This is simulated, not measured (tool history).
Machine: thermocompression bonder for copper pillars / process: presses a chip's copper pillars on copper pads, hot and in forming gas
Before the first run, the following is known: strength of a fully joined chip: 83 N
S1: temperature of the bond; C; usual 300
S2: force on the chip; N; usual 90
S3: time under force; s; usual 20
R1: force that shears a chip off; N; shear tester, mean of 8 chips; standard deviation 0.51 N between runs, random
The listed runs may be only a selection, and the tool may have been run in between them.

{"run": 1, "hour": 0.0, "S1": 300, "S2": 90, "S3": 20, "R1": 44.6}
{"run": 2, "hour": 38.0, "S1": 300, "S2": 90, "S3": 20, "R1": 45.5}
{"run": 3, "hour": 62.2, "S1": 300, "S2": 132, "S3": 20, "R1": 56.3}
{"run": 4, "hour": 86.0, "S1": 300, "S2": 90, "S3": 11, "R1": 36.2}
{"run": 5, "hour": 121.1, "S1": 300, "S2": 90, "S3": 20, "R1": 45.3}
{"run": 6, "hour": 151.5, "S1": 300, "S2": 90, "S3": 20, "R1": 44.9}
{"run": 7, "hour": 169.6, "S1": 300, "S2": 90, "S3": 20, "R1": 43.8}
{"run": 8, "hour": 201.6, "S1": 300, "S2": 90, "S3": 20, "R1": 43.1}
{"run": 9, "hour": 231.9, "S1": 287, "S2": 90, "S3": 20, "R1": 38.6}
{"run": 10, "hour": 265.4, "S1": 300, "S2": 115, "S3": 20, "R1": 51.4}
{"run": 11, "hour": 291.6, "S1": 300, "S2": 115, "S3": 20, "R1": 49.9}
{"run": 12, "hour": 316.3, "S1": 300, "S2": 90, "S3": 16, "R1": 40.5}
{"hour": 337.1, "done": "heater calibrated with a thermocouple chip"}
{"run": 13, "hour": 358.0, "S1": 300, "S2": 90, "S3": 16, "R1": 41}
{"hour": 386.1, "done": "forming gas filter changed"}
{"run": 14, "hour": 393.9, "S1": 300, "S2": 90, "S3": 16, "R1": 43.9}
{"hour": 406.5, "done": "heater calibrated with a thermocouple chip, once more"}
{"run": 15, "hour": 422.6, "S1": 300, "S2": 90, "S3": 20, "R1": 43.7}
{"run": 16, "hour": 451.2, "S1": 300, "S2": 90, "S3": 20, "R1": 43.3}
{"run": 17, "hour": 485.2, "S1": 300, "S2": 90, "S3": 20, "R1": 44}
{"run": 18, "hour": 506.0, "S1": 300, "S2": 90, "S3": 20, "R1": 43.5}
{"run": 19, "hour": 527.0, "S1": 293, "S2": 90, "S3": 20, "R1": 41.1}
{"run": 20, "hour": 559.4, "S1": 300, "S2": 63, "S3": 20, "R1": 34.2}
{"run": 21, "hour": 576.8, "S1": 298, "S2": 90, "S3": 51, "R1": 54.7}
{"run": 22, "hour": 617.1, "S1": 311, "S2": 76, "S3": 51, "R1": 55.6}
{"run": 23, "hour": 639.4, "S1": 311, "S2": 76, "S3": 51, "R1": 55.6}
{"run": 24, "hour": 657.1, "S1": 281, "S2": 64, "S3": 20, "R1": 27.6}
{"run": 25, "hour": 689.6, "S1": 300, "S2": 90, "S3": 27, "R1": 47.2}
{"run": 26, "hour": 725.4, "S1": 314, "S2": 90, "S3": 20, "R1": 47.1}
{"run": 27, "hour": 754.4, "S1": 314, "S2": 90, "S3": 29, "R1": 52.4}
{"run": 28, "hour": 784.3, "S1": 314, "S2": 90, "S3": 12, "R1": 39.6}
{"hour": 801.3, "done": "forming gas filter changed"}
{"run": 29, "hour": 812.8, "S1": 277, "S2": 130, "S3": 11, "R1": 37.5}
{"run": 30, "hour": 838.4, "S1": 277, "S2": 130, "S3": 11, "R1": 37.5}
{"run": 31, "hour": 880.8, "S1": 277, "S2": 130, "S3": 11, "R1": 37.8}
{"run": 32, "hour": 907.9, "S1": 277, "S2": 130, "S3": 11, "R1": 36.8}
{"run": 33, "hour": 941.8, "S1": 277, "S2": 64, "S3": 46, "R1": 37.8}
{"run": 34, "hour": 965.1, "S1": 300, "S2": 80, "S3": 25, "R1": 43.1}
{"run": 35, "hour": 997.4, "S1": 300, "S2": 80, "S3": 25, "R1": 43.6}
{"run": 36, "hour": 1025.9, "S1": 316, "S2": 90, "S3": 30, "R1": 56.6}
{"run": 37, "hour": 1067.9, "S1": 287, "S2": 113, "S3": 25, "R1": 48.2}
{"run": 38, "hour": 1102.8, "S1": 291, "S2": 89, "S3": 33, "R1": 46.7}
{"run": 39, "hour": 1121.1, "S1": 309, "S2": 125, "S3": 18, "R1": 54.5}

Some steps in R1, run to run, broken into two amounts with sign: the step expected even without the hidden condition (settings, incoming material, random variation), and the rest, left for the hidden condition together with whatever gauge scatter is not in both the measured and the hidden-condition-free result:
The hidden state here: true temperature of the bond over the reading, C; force that reaches the chip, % of what is set; oxide that the forming gas leaves, % of the face; drift of the gauge itself on shear_n, %.
Run 3 -> 4: S2 132 -> 90, S3 20 -> 11. R1 -20.1 N: hidden state +0, all else -20.1.
Run 13 -> 14: forming gas filter changed. R1 +2.9 N: hidden state +3.6, all else -0.7.
Run 14 -> 15: S3 16 -> 20, heater calibrated with a thermocouple chip, once more. R1 -0.2 N: hidden state -3.8, all else +3.6.
Run 20 -> 21: S1 300 -> 298, S2 63 -> 90, S3 20 -> 51. R1 +20.5 N: hidden state -0.7, all else +21.2.
Run 23 -> 24: S1 311 -> 281, S2 76 -> 64, S3 51 -> 20. R1 -28 N: hidden state +1.1, all else -29.1.
Run 28 -> 29: S1 314 -> 277, S2 90 -> 130, S3 12 -> 11, forming gas filter changed. R1 -2.1 N: hidden state +3.5, all else -5.6.
